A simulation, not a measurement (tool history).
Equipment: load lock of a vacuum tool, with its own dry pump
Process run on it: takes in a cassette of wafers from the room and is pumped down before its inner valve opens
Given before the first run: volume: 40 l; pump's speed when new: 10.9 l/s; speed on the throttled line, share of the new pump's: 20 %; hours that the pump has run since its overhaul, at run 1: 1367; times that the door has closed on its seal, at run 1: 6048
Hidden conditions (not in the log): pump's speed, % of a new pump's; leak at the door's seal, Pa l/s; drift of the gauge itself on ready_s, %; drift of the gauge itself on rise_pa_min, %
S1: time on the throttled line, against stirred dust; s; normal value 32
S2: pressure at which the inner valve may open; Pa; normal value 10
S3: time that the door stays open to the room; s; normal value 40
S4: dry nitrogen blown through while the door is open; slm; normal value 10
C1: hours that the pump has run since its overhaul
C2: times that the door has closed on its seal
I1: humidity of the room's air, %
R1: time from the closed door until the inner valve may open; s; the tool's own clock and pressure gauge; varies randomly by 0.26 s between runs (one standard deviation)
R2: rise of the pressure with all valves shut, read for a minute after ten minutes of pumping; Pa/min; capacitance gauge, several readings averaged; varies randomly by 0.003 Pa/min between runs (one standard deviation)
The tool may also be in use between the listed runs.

run	hour	S1	S2	S3	S4	C1	C2	I1	R1	R2
1	0.0	32	10	40	10	1367	6048	46.3	60.4	0.086
2	38.0	32	9	40	10	1405	6126	45.4	61.0	0.083
3	125.4	32	9	40	10	1492	6305	44.0	60.7	0.086
4	171.4	32	9	40	10	1538	6399	46.7	61.2	0.089
5	217.3	32	9	40	10	1584	6494	47.1	61.2	0.086
6	256.7	32	10	49	10	1623	6574	46.4	60.6	0.093
7	310.4	32	10	104	10	1677	6685	41.4	60.2	0.107
8	368.0	32	10	104	10	1735	6803	38.9	61.0	0.111
9	422.9	32	10	40	10	1790	6915	42.8	60.9	0.085
10	482.1	32	10	40	10	1849	7037	44.5	60.8	0.088
11	524.9	32	10	40	10	1892	7125	43.7	60.9	0.094
12	607.4	32	10	40	10	1974	7294	43.5	60.6	0.094
13	666.3	32	10	40	10	2033	7415	43.1	61.1	0.093
14	758.0	32	10	40	10	2125	7602	43.3	61.2	0.095
15	795.9	32	10	40	10	2163	7680	43.9	60.6	0.098
16	846.3	32	10	117	10	2213	7784	44.3	60.4	0.133
17	928.4	46	10	40	10	2295	7952	45.5	71.8	0.104
18	974.9	32	10	40	10	2341	8047	46.2	60.7	0.103
19	1034.3	32	10	40	10	2401	8169	45.1	60.6	0.105
20	1088.5	32	10	40	10	2455	8280	47.4	60.5	0.106
21	1180.0	32	10	40	5	2547	8468	43.9	60.8	0.112
22	1225.7	26	10	94	12	2592	8562	46.2	56.3	0.130
23	1263.4	26	10	94	12	2630	8639	46.1	55.9	0.133
24	1331.6	26	10	94	12	2698	8779	42.1	56.1	0.128

Run 25, settings as shown, results not yet in. Your forecast:
25	1397.1	32	20	61	14	2764	8913	47.0	?	?

Run 25 produced R1 58.5 s, R2 0.119 Pa/min.
Without the tool's hidden state the same run would have given R1 57.3 s, R2 0.055 Pa/min.
